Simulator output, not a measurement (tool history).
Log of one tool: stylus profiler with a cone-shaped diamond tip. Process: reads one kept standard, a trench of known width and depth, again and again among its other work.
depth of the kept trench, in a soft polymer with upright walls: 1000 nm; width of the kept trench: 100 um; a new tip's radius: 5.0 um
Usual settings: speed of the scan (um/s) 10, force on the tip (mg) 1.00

run	day	speed of the scan (um/s)	force on the tip (mg)	depth of the trench (angstrom)	width of the trench's floor (nm)
1	0.000	10	1.00	10049.0	93600
2	5.808	10	1.00	10044.7	93360
3	9.796	10	1.00	10041.4	93220
4	15.362	10	1.20	10040.5	92970
5	17.708	28	1.00	10034.8	92850
6	22.321	28	1.00	10027.7	92600
7	26.775	28	1.00	10023.1	92500
8	30.646	28	1.00	10020.8	92270
9	33.267	4	1.00	10017.1	92280
10	38.296	4	0.34	9979.2	92140
11	41.433	4	0.34	9972.0	92030
12	46.362	32	2.75	10074.3	91820
13	49.804	32	2.75	10070.3	91680
14	52.796	3	0.35	9969.1	91620
15	57.996	3	1.06	9998.2	91440
16	60.804	5	1.75	10022.6	91400

Forecast run 17:
17	65.121	7	1.00	?	?

Run 17 gave depth of the trench (angstrom) 9986.0, width of the trench's floor (nm) 91250.
Without the tool's hidden state the same run would have given depth of the trench (angstrom) 10066.8, width of the trench's floor (nm) 94010.

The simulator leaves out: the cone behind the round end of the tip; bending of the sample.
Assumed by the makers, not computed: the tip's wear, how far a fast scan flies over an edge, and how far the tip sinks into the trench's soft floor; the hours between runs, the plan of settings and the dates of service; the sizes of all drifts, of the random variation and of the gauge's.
